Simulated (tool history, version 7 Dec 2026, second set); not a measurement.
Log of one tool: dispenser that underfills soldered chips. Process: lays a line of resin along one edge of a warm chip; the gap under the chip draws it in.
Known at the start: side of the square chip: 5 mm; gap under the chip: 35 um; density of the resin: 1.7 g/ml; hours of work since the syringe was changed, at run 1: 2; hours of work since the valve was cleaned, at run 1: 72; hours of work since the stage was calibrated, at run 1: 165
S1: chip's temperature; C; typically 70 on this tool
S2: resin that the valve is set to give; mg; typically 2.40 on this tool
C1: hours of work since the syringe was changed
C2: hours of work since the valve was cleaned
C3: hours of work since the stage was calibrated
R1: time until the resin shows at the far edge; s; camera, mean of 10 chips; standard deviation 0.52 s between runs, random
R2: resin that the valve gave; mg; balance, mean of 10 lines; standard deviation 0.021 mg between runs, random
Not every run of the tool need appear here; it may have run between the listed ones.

| run | day | S1 | S2 | C1 | C2 | C3 | R1 | R2 |
|---|---|---|---|---|---|---|---|---|
| 1 | 0.000 | 70 | 2.40 | 2 | 72 | 165 | 50.7 | 2.26 |
| 2 | 0.125 | 70 | 2.40 | 5 | 75 | 167 | 62.1 | 2.25 |
|  | 0.308 | new syringe of resin |
| 3 | 0.321 | 70 | 2.64 | 0 | 78 | 171 | 42.9 | 2.48 |
| 4 | 0.483 | 70 | 2.56 | 3 | 81 | 174 | 55.2 | 2.43 |
| 5 | 0.596 | 70 | 2.56 | 6 | 84 | 176 | 64.4 | 2.36 |
|  | 0.750 | new syringe of resin |
| 6 | 0.767 | 70 | 2.56 | 0 | 87 | 179 | 43.1 | 2.33 |
|  | 0.821 | dispensing valve cleaned and set on the balance |
| 7 | 0.938 | 70 | 2.56 | 3 | 2 | 182 | 52.6 | 2.56 |
| 8 | 1.062 | 70 | 2.56 | 5 | 5 | 184 | 63.9 | 2.54 |
| 9 | 1.188 | 70 | 2.56 | 8 | 7 | 187 | 77.5 | 2.52 |
|  | 1.233 | new syringe of resin |
| 10 | 1.308 | 70 | 2.08 | 1 | 9 | 189 | 47.8 | 2.07 |
| 11 | 1.483 | 85 | 2.40 | 5 | 12 | 192 | 35.0 | 2.37 |
| 12 | 1.596 | 85 | 2.40 | 7 | 15 | 194 | 41.8 | 2.41 |
|  | 1.675 | new syringe of resin |
| 13 | 1.812 | 85 | 2.40 | 3 | 19 | 198 | 29.2 | 2.38 |
| 14 | 2.038 | 85 | 2.40 | 7 | 23 | 202 | 41.0 | 2.35 |
|  | 2.117 | new syringe of resin |
| 15 | 2.208 | 70 | 2.40 | 2 | 26 | 205 | 47.2 | 2.33 |
| 16 | 2.458 | 70 | 2.40 | 7 | 31 | 210 | 70.0 | 2.32 |
|  | 2.571 | new syringe of resin |
| 17 | 2.721 | 63 | 2.40 | 3 | 35 | 215 | 70.2 | 2.33 |
| 18 | 2.883 | 70 | 2.11 | 6 | 38 | 218 | 69.8 | 2.06 |
|  | 3.008 | new syringe of resin |
| 19 | 3.121 | 65 | 2.11 | 2 | 43 | 222 | 62.5 | 2.03 |
| 20 | 3.371 | 65 | 2.11 | 7 | 48 | 227 | 89.8 | 2.02 |
|  | 3.442 | new syringe of resin |
| 21 | 3.529 | 65 | 2.11 | 2 | 50 | 230 | 59.6 | 2.01 |
| 22 | 3.729 | 65 | 2.78 | 5 | 54 | 234 | 77.4 | 2.62 |
|  | 3.879 | new syringe of resin |
| 23 | 3.971 | 71 | 2.14 | 2 | 59 | 238 | 47.3 | 1.99 |
| 24 | 4.221 | 62 | 2.68 | 7 | 63 | 243 | 99.8 | 2.53 |
|  | 4.325 | new syringe of resin |
| 25 | 4.350 | 56 | 3.04 | 0 | 66 | 245 | 76.4 | 2.88 |
| 26 | 4.525 | 56 | 3.04 | 4 | 69 | 248 | 101.6 | 2.89 |
|  | 4.771 | new syringe of resin |
| 27 | 4.775 | 73 | 2.22 | 0 | 73 | 253 | 37.7 | 2.08 |
| 28 | 5.025 | 73 | 2.22 | 5 | 78 | 258 | 56.5 | 2.04 |
|  | 5.208 | new syringe of resin |
| 29 | 5.267 | 56 | 2.32 | 1 | 83 | 262 | 85.1 | 2.13 |
| 30 | 5.417 | 57 | 2.53 | 4 | 86 | 265 | 97.9 | 2.32 |
|  | 5.533 | dispensing valve cleaned and set on the balance |
| 31 | 5.629 | 57 | 2.53 | 7 | 2 | 268 | 125.6 | 2.51 |
|  | 5.679 | new syringe of resin |
| 32 | 5.850 | 70 | 2.51 | 3 | 6 | 272 | 54.0 | 2.48 |
| 33 | 6.033 | 70 | 2.51 | 7 | 9 | 276 | 71.7 | 2.45 |
|  | 6.117 | new syringe of resin |
| 34 | 6.279 | 57 | 2.63 | 3 | 14 | 280 | 87.3 | 2.61 |
| 35 | 6.479 | 57 | 2.63 | 7 | 18 | 284 | 123.1 | 2.55 |
|  | 6.562 | new syringe of resin |
| 36 | 6.729 | 80 | 2.98 | 3 | 22 | 289 | 36.0 | 2.96 |

3 ways to go on from here, each from the tool as it stands after run 36. What would each give?
| A | 6.958 | 56 | 2.98 | 8 | 27 | 293 | ? | ? |
| B | 6.958 | 68 | 2.40 | 8 | 27 | 293 | ? | ? |
| C | 6.958 | 67 | 2.16 | 8 | 27 | 293 | ? | ? |

| run | R1 | R2 |
|---|---|---|
| A | 135.8 | 2.89 |
| B | 82.7 | 2.34 |
| C | 86.4 | 2.12 |
What these runs would have given with no unlogged condition in the tool:
| run | R1 | R2 |
|---|---|---|
| A | 75.4 | 2.96 |
| B | 45.7 | 2.39 |
| C | 47.5 | 2.17 |
